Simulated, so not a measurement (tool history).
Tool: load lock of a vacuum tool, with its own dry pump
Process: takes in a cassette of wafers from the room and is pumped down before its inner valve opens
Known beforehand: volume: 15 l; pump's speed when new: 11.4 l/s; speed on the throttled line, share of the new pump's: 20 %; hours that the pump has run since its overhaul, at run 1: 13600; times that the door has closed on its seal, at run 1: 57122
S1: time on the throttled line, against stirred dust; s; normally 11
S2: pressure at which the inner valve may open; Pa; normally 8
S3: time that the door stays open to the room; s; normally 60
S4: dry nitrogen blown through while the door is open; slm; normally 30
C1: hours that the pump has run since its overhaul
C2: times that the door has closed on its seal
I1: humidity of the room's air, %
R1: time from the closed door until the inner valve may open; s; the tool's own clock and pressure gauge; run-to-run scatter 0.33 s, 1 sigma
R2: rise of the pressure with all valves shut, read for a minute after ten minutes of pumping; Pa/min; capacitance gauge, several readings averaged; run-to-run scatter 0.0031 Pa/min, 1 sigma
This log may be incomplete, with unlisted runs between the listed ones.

run,hour,S1,S2,S3,S4,C1,C2,I1,R1,R2
1,0.0,11,8,60,30,13600,57122,47.6,23.3,0.378
2,406.3,11,8,111,30,14006,58105,45.4,24.0,0.407
3,940.3,11,8,60,30,14540,59398,46.9,23.1,0.408
4,1295.7,11,8,60,30,14896,60258,45.4,23.6,0.411
5,1706.7,11,8,60,30,15307,61253,44.1,23.7,0.415
6,2283.0,11,8,60,30,15883,62648,42.7,23.9,0.425
7,2586.1,11,8,104,20,16186,63381,43.6,24.2,0.475
8,3082.2,11,8,104,20,16682,64582,49.4,24.1,0.501
9,3580.1,11,15,60,30,17180,65787,47.4,23.0,0.475
10,3986.0,11,15,60,9,17586,66770,43.4,22.4,0.499
11,4546.8,11,15,60,9,18147,68127,45.4,23.0,0.524

4 ways to go on from here, each from the tool as it stands after run 11. What would each give?
A,5049.0,11,9,80,9,18649,69343,45.4,?,?
B,5049.0,17,8,237,30,18649,69343,45.2,?,?
C,5049.0,6,12,60,16,18649,69343,47.2,?,?
D,5049.0,20,11,60,30,18649,69343,46.1,?,?

run,R1,R2
A,24.8,0.556
B,28.5,0.570
C,20.3,0.522
D,30.4,0.513
Stripped of hidden state, with their random variation kept, the same runs would have yielded:
run,R1,R2
A,21.7,0.123
B,25.8,0.142
C,17.1,0.094
D,28.0,0.080
